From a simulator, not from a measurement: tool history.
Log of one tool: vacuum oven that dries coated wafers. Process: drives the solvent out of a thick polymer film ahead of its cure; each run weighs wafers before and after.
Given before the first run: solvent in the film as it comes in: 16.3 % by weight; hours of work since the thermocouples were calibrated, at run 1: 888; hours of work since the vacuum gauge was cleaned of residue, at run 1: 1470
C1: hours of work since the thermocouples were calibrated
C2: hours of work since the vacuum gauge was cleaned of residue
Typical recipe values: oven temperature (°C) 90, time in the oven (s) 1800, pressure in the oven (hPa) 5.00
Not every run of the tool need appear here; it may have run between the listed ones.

run 1 hour=0.0 | oven_temperature_(°C)=90 time_in_the_oven_(s)=1800 pressure_in_the_oven_(hPa)=5.00 | C1=888 C2=1470 | solvent_left_in_the_film_(%)=2.26
run 2 hour=26.8 | oven_temperature_(°C)=90 time_in_the_oven_(s)=2160 pressure_in_the_oven_(hPa)=5.00 | C1=910 C2=1491 | solvent_left_in_the_film_(%)=1.75
run 3 hour=77.6 | oven_temperature_(°C)=90 time_in_the_oven_(s)=1320 pressure_in_the_oven_(hPa)=5.00 | C1=950 C2=1532 | solvent_left_in_the_film_(%)=3.59
run 4 hour=125.0 | oven_temperature_(°C)=90 time_in_the_oven_(s)=1320 pressure_in_the_oven_(hPa)=5.00 | C1=988 C2=1570 | solvent_left_in_the_film_(%)=3.62
run 5 hour=177.3 | oven_temperature_(°C)=90 time_in_the_oven_(s)=1320 pressure_in_the_oven_(hPa)=5.00 | C1=1030 C2=1612 | solvent_left_in_the_film_(%)=3.57
run 6 hour=223.7 | oven_temperature_(°C)=80 time_in_the_oven_(s)=1800 pressure_in_the_oven_(hPa)=5.00 | C1=1067 C2=1649 | solvent_left_in_the_film_(%)=5.44
-- hour=262.2 oven's thermocouples calibrated
run 7 hour=276.0 | oven_temperature_(°C)=80 time_in_the_oven_(s)=1800 pressure_in_the_oven_(hPa)=5.00 | C1=11 C2=1689 | solvent_left_in_the_film_(%)=4.33
run 8 hour=322.9 | oven_temperature_(°C)=80 time_in_the_oven_(s)=1800 pressure_in_the_oven_(hPa)=5.00 | C1=48 C2=1726 | solvent_left_in_the_film_(%)=4.33
run 9 hour=366.0 | oven_temperature_(°C)=78 time_in_the_oven_(s)=1800 pressure_in_the_oven_(hPa)=5.00 | C1=83 C2=1761 | solvent_left_in_the_film_(%)=4.95
run 10 hour=408.4 | oven_temperature_(°C)=78 time_in_the_oven_(s)=1800 pressure_in_the_oven_(hPa)=5.00 | C1=117 C2=1795 | solvent_left_in_the_film_(%)=5.10
run 11 hour=449.9 | oven_temperature_(°C)=97 time_in_the_oven_(s)=1800 pressure_in_the_oven_(hPa)=5.00 | C1=150 C2=1828 | solvent_left_in_the_film_(%)=0.85
run 12 hour=479.6 | oven_temperature_(°C)=97 time_in_the_oven_(s)=1800 pressure_in_the_oven_(hPa)=5.00 | C1=174 C2=1851 | solvent_left_in_the_film_(%)=0.79
run 13 hour=534.9 | oven_temperature_(°C)=90 time_in_the_oven_(s)=2640 pressure_in_the_oven_(hPa)=5.00 | C1=218 C2=1896 | solvent_left_in_the_film_(%)=1.02
run 14 hour=577.2 | oven_temperature_(°C)=90 time_in_the_oven_(s)=2640 pressure_in_the_oven_(hPa)=5.00 | C1=252 C2=1929 | solvent_left_in_the_film_(%)=1.14
run 15 hour=602.2 | oven_temperature_(°C)=90 time_in_the_oven_(s)=1800 pressure_in_the_oven_(hPa)=5.00 | C1=272 C2=1949 | solvent_left_in_the_film_(%)=1.84
run 16 hour=632.2 | oven_temperature_(°C)=93 time_in_the_oven_(s)=1800 pressure_in_the_oven_(hPa)=5.00 | C1=295 C2=1973 | solvent_left_in_the_film_(%)=1.48
run 17 hour=668.7 | oven_temperature_(°C)=93 time_in_the_oven_(s)=1800 pressure_in_the_oven_(hPa)=5.00 | C1=325 C2=2002 | solvent_left_in_the_film_(%)=1.41
run 18 hour=721.8 | oven_temperature_(°C)=93 time_in_the_oven_(s)=1800 pressure_in_the_oven_(hPa)=5.00 | C1=367 C2=2045 | solvent_left_in_the_film_(%)=1.43
run 19 hour=752.6 | oven_temperature_(°C)=102 time_in_the_oven_(s)=1800 pressure_in_the_oven_(hPa)=5.00 | C1=392 C2=2069 | solvent_left_in_the_film_(%)=0.54
run 20 hour=790.8 | oven_temperature_(°C)=102 time_in_the_oven_(s)=1800 pressure_in_the_oven_(hPa)=3.51 | C1=422 C2=2100 | solvent_left_in_the_film_(%)=0.59
run 21 hour=832.8 | oven_temperature_(°C)=102 time_in_the_oven_(s)=1800 pressure_in_the_oven_(hPa)=3.51 | C1=456 C2=2133 | solvent_left_in_the_film_(%)=0.56
run 22 hour=869.5 | oven_temperature_(°C)=102 time_in_the_oven_(s)=1800 pressure_in_the_oven_(hPa)=3.51 | C1=485 C2=2163 | solvent_left_in_the_film_(%)=0.53
run 23 hour=910.5 | oven_temperature_(°C)=90 time_in_the_oven_(s)=1800 pressure_in_the_oven_(hPa)=13.22 | C1=518 C2=2195 | solvent_left_in_the_film_(%)=2.47
run 24 hour=948.5 | oven_temperature_(°C)=90 time_in_the_oven_(s)=1800 pressure_in_the_oven_(hPa)=13.22 | C1=548 C2=2226 | solvent_left_in_the_film_(%)=2.52
run 25 hour=991.4 | oven_temperature_(°C)=88 time_in_the_oven_(s)=2460 pressure_in_the_oven_(hPa)=3.09 | C1=582 C2=2260 | solvent_left_in_the_film_(%)=1.47
run 26 hour=1015.3 | oven_temperature_(°C)=89 time_in_the_oven_(s)=2460 pressure_in_the_oven_(hPa)=3.09 | C1=601 C2=2279 | solvent_left_in_the_film_(%)=1.36
run 27 hour=1053.3 | oven_temperature_(°C)=89 time_in_the_oven_(s)=2460 pressure_in_the_oven_(hPa)=3.09 | C1=632 C2=2309 | solvent_left_in_the_film_(%)=1.40
run 28 hour=1107.2 | oven_temperature_(°C)=89 time_in_the_oven_(s)=2460 pressure_in_the_oven_(hPa)=3.09 | C1=675 C2=2353 | solvent_left_in_the_film_(%)=1.44
run 29 hour=1140.3 | oven_temperature_(°C)=76 time_in_the_oven_(s)=900 pressure_in_the_oven_(hPa)=3.09 | C1=701 C2=2379 | solvent_left_in_the_film_(%)=9.14
run 30 hour=1178.7 | oven_temperature_(°C)=76 time_in_the_oven_(s)=900 pressure_in_the_oven_(hPa)=3.09 | C1=732 C2=2410 | solvent_left_in_the_film_(%)=9.01
run 31 hour=1219.6 | oven_temperature_(°C)=90 time_in_the_oven_(s)=1200 pressure_in_the_oven_(hPa)=5.28 | C1=764 C2=2442 | solvent_left_in_the_film_(%)=3.71
run 32 hour=1266.8 | oven_temperature_(°C)=102 time_in_the_oven_(s)=900 pressure_in_the_oven_(hPa)=3.28 | C1=802 C2=2480 | solvent_left_in_the_film_(%)=1.88
run 33 hour=1315.4 | oven_temperature_(°C)=102 time_in_the_oven_(s)=900 pressure_in_the_oven_(hPa)=3.28 | C1=841 C2=2519 | solvent_left_in_the_film_(%)=1.80
run 34 hour=1348.5 | oven_temperature_(°C)=90 time_in_the_oven_(s)=1800 pressure_in_the_oven_(hPa)=3.50 | C1=867 C2=2545 | solvent_left_in_the_film_(%)=2.13
run 35 hour=1398.6 | oven_temperature_(°C)=90 time_in_the_oven_(s)=1800 pressure_in_the_oven_(hPa)=3.50 | C1=907 C2=2585 | solvent_left_in_the_film_(%)=2.19
run 36 hour=1424.4 | oven_temperature_(°C)=90 time_in_the_oven_(s)=1800 pressure_in_the_oven_(hPa)=17.20 | C1=928 C2=2606 | solvent_left_in_the_film_(%)=3.02
run 37 hour=1452.9 | oven_temperature_(°C)=90 time_in_the_oven_(s)=1800 pressure_in_the_oven_(hPa)=17.20 | C1=951 C2=2629 | solvent_left_in_the_film_(%)=2.93
run 38 hour=1498.0 | oven_temperature_(°C)=104 time_in_the_oven_(s)=3120 pressure_in_the_oven_(hPa)=4.09 | C1=987 C2=2665 | solvent_left_in_the_film_(%)=0.50
run 39 hour=1538.6 | oven_temperature_(°C)=104 time_in_the_oven_(s)=3120 pressure_in_the_oven_(hPa)=4.09 | C1=1019 C2=2697 | solvent_left_in_the_film_(%)=0.57
run 40 hour=1576.6 | oven_temperature_(°C)=81 time_in_the_oven_(s)=1380 pressure_in_the_oven_(hPa)=5.35 | C1=1050 C2=2727 | solvent_left_in_the_film_(%)=6.10
run 41 hour=1609.9 | oven_temperature_(°C)=77 time_in_the_oven_(s)=1380 pressure_in_the_oven_(hPa)=5.35 | C1=1076 C2=2754 | solvent_left_in_the_film_(%)=7.31
-- hour=1635.8 oven's thermocouples calibrated
run 42 hour=1644.4 | oven_temperature_(°C)=77 time_in_the_oven_(s)=1560 pressure_in_the_oven_(hPa)=9.34 | C1=7 C2=2780 | solvent_left_in_the_film_(%)=6.49
run 43 hour=1679.0 | oven_temperature_(°C)=104 time_in_the_oven_(s)=1920 pressure_in_the_oven_(hPa)=19.42 | C1=34 C2=2807 | solvent_left_in_the_film_(%)=1.04
-- hour=1696.7 vacuum gauge cleaned of residue and calibrated
run 44 hour=1707.5 | oven_temperature_(°C)=104 time_in_the_oven_(s)=1920 pressure_in_the_oven_(hPa)=19.42 | C1=56 C2=9 | solvent_left_in_the_film_(%)=0.78
run 45 hour=1754.9 | oven_temperature_(°C)=99 time_in_the_oven_(s)=2400 pressure_in_the_oven_(hPa)=14.08 | C1=94 C2=46 | solvent_left_in_the_film_(%)=0.62
run 46 hour=1787.0 | oven_temperature_(°C)=99 time_in_the_oven_(s)=2400 pressure_in_the_oven_(hPa)=14.08 | C1=120 C2=72 | solvent_left_in_the_film_(%)=0.68
run 47 hour=1837.0 | oven_temperature_(°C)=99 time_in_the_oven_(s)=2400 pressure_in_the_oven_(hPa)=14.08 | C1=160 C2=112 | solvent_left_in_the_film_(%)=0.61

Forecast each of these 3 alternatives for the next run:
run A hour=1880.3 | oven_temperature_(°C)=84 time_in_the_oven_(s)=2400 pressure_in_the_oven_(hPa)=14.08 | C1=194 C2=147 | solvent_left_in_the_film_(%)=?
run B hour=1880.3 | oven_temperature_(°C)=103 time_in_the_oven_(s)=1320 pressure_in_the_oven_(hPa)=14.86 | C1=194 C2=147 | solvent_left_in_the_film_(%)=?
run C hour=1880.3 | oven_temperature_(°C)=102 time_in_the_oven_(s)=1620 pressure_in_the_oven_(hPa)=9.57 | C1=194 C2=147 | solvent_left_in_the_film_(%)=?

run=A solvent_left_in_the_film_(%)=2.50
run=B solvent_left_in_the_film_(%)=0.86
run=C solvent_left_in_the_film_(%)=0.56
What these runs would have given with no unlogged condition in the tool:
run=A solvent_left_in_the_film_(%)=2.35
run=B solvent_left_in_the_film_(%)=0.80
run=C solvent_left_in_the_film_(%)=0.51

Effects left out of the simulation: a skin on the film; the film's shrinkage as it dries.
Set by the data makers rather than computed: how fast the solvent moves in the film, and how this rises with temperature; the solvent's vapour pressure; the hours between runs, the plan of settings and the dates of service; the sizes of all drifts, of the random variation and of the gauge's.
